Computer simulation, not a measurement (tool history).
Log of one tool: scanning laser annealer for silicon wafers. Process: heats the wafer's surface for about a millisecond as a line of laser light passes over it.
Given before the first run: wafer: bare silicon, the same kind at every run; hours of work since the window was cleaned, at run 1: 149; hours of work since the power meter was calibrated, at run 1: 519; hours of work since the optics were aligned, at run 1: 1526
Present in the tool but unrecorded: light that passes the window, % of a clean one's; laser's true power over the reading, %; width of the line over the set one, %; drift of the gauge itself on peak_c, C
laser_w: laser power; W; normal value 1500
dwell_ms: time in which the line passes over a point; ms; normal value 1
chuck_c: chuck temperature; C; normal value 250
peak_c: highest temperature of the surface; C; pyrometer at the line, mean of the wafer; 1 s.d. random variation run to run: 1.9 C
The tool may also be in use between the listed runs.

run     day  laser_w  dwell_ms  chuck_c  hours of work since the window was cleaned  hours of work since the power meter was calibrated  hours of work since the optics were aligned  peak_c
  1       0     1500         1      250                                         149                                                 519                                         1526    1073
  2   0.492     1500         1      250                                         159                                                 529                                         1535    1072
  3   0.971     1500         1      250                                         168                                                 538                                         1544    1072
  4   1.854     1500         1      250                                         185                                                 554                                         1561    1071
      2.971  -- optics aligned, line set to its width
  5   2.971     1500      0.95      250                                         202                                                 572                                            0    1055
  6     3.8     1500      0.95      250                                         218                                                 588                                           16    1056
  7   4.738     1551         1      250                                         235                                                 605                                           34    1099
  8   5.196     1551      0.72      250                                         244                                                 614                                           42     992
  9   5.892     1500         1      250                                         257                                                 627                                           56    1068
 10   6.658     1500         1      247                                         272                                                 642                                           70    1064
 11   7.296     1500         1      247                                         284                                                 654                                           82    1064
 12   8.179     1500         1      250                                         301                                                 671                                           99    1071
 13   8.842     1500         1      250                                         314                                                 683                                          112    1068
 14   9.608     1500         1      250                                         328                                                 698                                          126    1068
 15   10.15     1500         1      230                                         338                                                 708                                          137    1045
 16  10.771     1500         1      216                                         350                                                 720                                          148    1031
 17  11.696     1500         1      250                                         368                                                 738                                          166    1066
 18  12.112     1500         1      250                                         376                                                 746                                          174    1058
 19  12.729     1500         1      250                                         388                                                 757                                          186    1063
 20  13.358     1500         1      250                                         400                                                 769                                          198    1063
 21  13.842     1500         1      250                                         409                                                 779                                          207    1064
 22  14.704     1356      0.75      250                                         425                                                 795                                          223     898
 23  15.525     1356      0.75      250                                         441                                                 811                                          239     898
 24  16.392     1500      0.89      250                                         457                                                 827                                          255    1018
 25  17.225     1375      0.73      250                                         473                                                 843                                          271     898
 26  17.812     1620      0.73      250                                         484                                                 854                                          282    1014
 27  18.471     1620      0.73      250                                         497                                                 867                                          295    1013
     18.617  -- window over the wafer cleaned
 28   19.15     1500         1      243                                          10                                                 878                                          306    1080
 29  19.867     1500      0.88      243                                          24                                                 892                                          320    1033
 30  20.812     1500      0.88      243                                          42                                                 910                                          338    1032
 31  21.346     1488      0.77      274                                          52                                                 920                                          348    1016
 32  22.167     1488      0.77      274                                          68                                                 935                                          364    1011
 33  22.692     1488      0.77      274                                          78                                                 945                                          374    1014
 34    23.3     1634       0.8      254                                          89                                                 957                                          385    1078
 35  23.896     1634       0.8      254                                         100                                                 968                                          397    1076
 36  24.667     1500      1.01      212                                         115                                                 983                                          411    1044
 37  25.546     1576      0.77      250                                         132                                                1000                                          428    1028
 38  26.033     1614      1.24      250                                         141                                                1009                                          437    1226
 39   26.65     1521      0.83      224                                         153                                                1021                                          449     995
 40  27.621     1521      0.83      224                                         171                                                1039                                          467     999
 41  28.167     1521      0.83      224                                         182                                                1050                                          478     999

Predict each of these 3 candidate next runs independently; none follows another, all start after run 41:
  A  28.992     1521      0.83      219                                         197                                                1065                                          494       ?
  B  28.992     1539         1      264                                         197                                                1065                                          494       ?
  C  28.992     1636      1.01      215                                         197                                                1065                                          494       ?

run  peak_c
  A     992
  B    1111
  C    1116
What these runs would have given with no unlogged condition in the tool:
run  peak_c
  A    1004
  B    1125
  C    1130
